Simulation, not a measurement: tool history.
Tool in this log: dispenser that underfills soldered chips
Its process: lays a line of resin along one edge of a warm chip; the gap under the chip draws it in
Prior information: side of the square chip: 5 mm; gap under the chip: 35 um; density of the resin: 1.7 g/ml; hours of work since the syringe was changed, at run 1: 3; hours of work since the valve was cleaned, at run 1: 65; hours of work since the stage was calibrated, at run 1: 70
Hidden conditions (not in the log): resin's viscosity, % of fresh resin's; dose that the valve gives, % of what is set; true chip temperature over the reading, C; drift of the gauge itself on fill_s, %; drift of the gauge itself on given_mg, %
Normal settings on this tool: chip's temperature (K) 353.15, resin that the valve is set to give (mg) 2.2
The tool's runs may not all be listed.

| run | hour | chip's temperature (K) | resin that the valve is set to give (mg) | hours of work since the syringe was changed | hours of work since the valve was cleaned | hours of work since the stage was calibrated | time until the resin shows at the far edge (s) | resin that the valve gave (mg) |
|---|---|---|---|---|---|---|---|---|
| 1 | 0 | 353.15 | 2.2 | 3 | 65 | 70 | 73 | 2.08 |
|  | 4.8 | new syringe of resin |
| 2 | 6.3 | 353.15 | 2.2 | 1 | 69 | 75 | 67.2 | 2.08 |
|  | 12.9 | new syringe of resin |
| 3 | 13.4 | 353.15 | 2.2 | 0 | 75 | 80 | 66.1 | 2.06 |
| 4 | 16.9 | 353.15 | 2.02 | 3 | 77 | 83 | 75.8 | 1.89 |
|  | 21.1 | new syringe of resin |
| 5 | 21.2 | 344.15 | 2.2 | 0 | 80 | 86 | 92.1 | 2.05 |
| 6 | 27.6 | 344.15 | 2.2 | 5 | 85 | 91 | 113 | 2.06 |
|  | 29.1 | new syringe of resin |
| 7 | 34.1 | 344.15 | 2.2 | 4 | 90 | 95 | 112 | 2.07 |
|  | 37.7 | new syringe of resin |
| 8 | 39.3 | 344.15 | 2.2 | 1 | 94 | 99 | 96.7 | 2.02 |
|  | 45.7 | new syringe of resin |
| 9 | 45.7 | 344.15 | 2.2 | 0 | 98 | 104 | 93.1 | 2.03 |
| 10 | 50.1 | 344.15 | 2.2 | 3 | 102 | 107 | 107.1 | 2.02 |
|  | 53.9 | new syringe of resin |
| 11 | 55.5 | 344.15 | 2.2 | 1 | 105 | 111 | 97.9 | 2.01 |
|  | 62.1 | new syringe of resin |
| 12 | 63.4 | 344.15 | 2.89 | 1 | 111 | 117 | 94 | 2.61 |
|  | 70.1 | new syringe of resin |
| 13 | 71.3 | 344.15 | 2.89 | 1 | 117 | 122 | 93.6 | 2.6 |
|  | 78.3 | new syringe of resin |
| 14 | 78.4 | 344.15 | 2.89 | 0 | 122 | 128 | 90 | 2.6 |
| 15 | 85.1 | 344.15 | 2.89 | 5 | 127 | 133 | 113.6 | 2.6 |
|  | 86.7 | dispensing valve cleaned and set on the balance |
|  | 87.5 | new syringe of resin |
| 16 | 91 | 353.15 | 2.9 | 3 | 3 | 136 | 72.5 | 2.87 |
|  | 95.7 | new syringe of resin |
| 17 | 98.2 | 353.15 | 2.9 | 2 | 8 | 141 | 69.1 | 2.87 |
| 18 | 101.8 | 347.15 | 2.9 | 5 | 11 | 144 | 96.1 | 2.85 |
|  | 103.8 | new syringe of resin |
| 19 | 106 | 347.15 | 2.9 | 2 | 14 | 147 | 85.3 | 2.86 |
| 20 | 110.2 | 344.15 | 2.65 | 5 | 17 | 150 | 113.6 | 2.58 |
|  | 111.9 | new syringe of resin |
| 21 | 116.4 | 344.15 | 2.65 | 3 | 22 | 155 | 107 | 2.57 |
|  | 120.2 | new syringe of resin |
| 22 | 123.5 | 344.15 | 2.65 | 3 | 27 | 160 | 101.2 | 2.6 |
| 23 | 126.9 | 357.15 | 2.31 | 5 | 29 | 163 | 67.9 | 2.26 |
|  | 128.1 | new syringe of resin |
| 24 | 133.8 | 341.15 | 2.26 | 4 | 34 | 168 | 124.5 | 2.23 |
|  | 136.5 | new syringe of resin |
| 25 | 140.5 | 341.15 | 2.26 | 3 | 39 | 172 | 115.5 | 2.2 |
|  | 144.6 | new syringe of resin |
| 26 | 147.2 | 353.15 | 2.02 | 2 | 44 | 177 | 72.9 | 1.93 |
| 27 | 151.3 | 353.15 | 2.02 | 5 | 47 | 180 | 83.5 | 1.96 |
|  | 153 | new syringe of resin |
| 28 | 156.5 | 353.15 | 2.02 | 3 | 51 | 184 | 76.6 | 1.96 |
| 29 | 160.1 | 363.15 | 2.01 | 5 | 54 | 187 | 59.8 | 1.92 |
|  | 161.1 | new syringe of resin |
| 30 | 165 | 363.15 | 2.01 | 3 | 57 | 190 | 53.1 | 1.9 |
|  | 169.5 | new syringe of resin |
| 31 | 169.7 | 358.15 | 2.33 | 0 | 61 | 194 | 55.8 | 2.21 |
| 32 | 176.9 | 350.15 | 2.79 | 6 | 66 | 199 | 92.2 | 2.63 |

Run 33 has not been measured yet. What should we expect?
|  | 177.6 | new syringe of resin |
| 33 | 180.6 | 350.15 | 2.79 | 2 | 69 | 202 | ? | ? |

time until the resin shows at the far edge (s): 79.9
resin that the valve gave (mg): 2.65
Without the tool's hidden state the same run would have given time until the resin shows at the far edge (s) 71.9, resin that the valve gave (mg) 2.82.
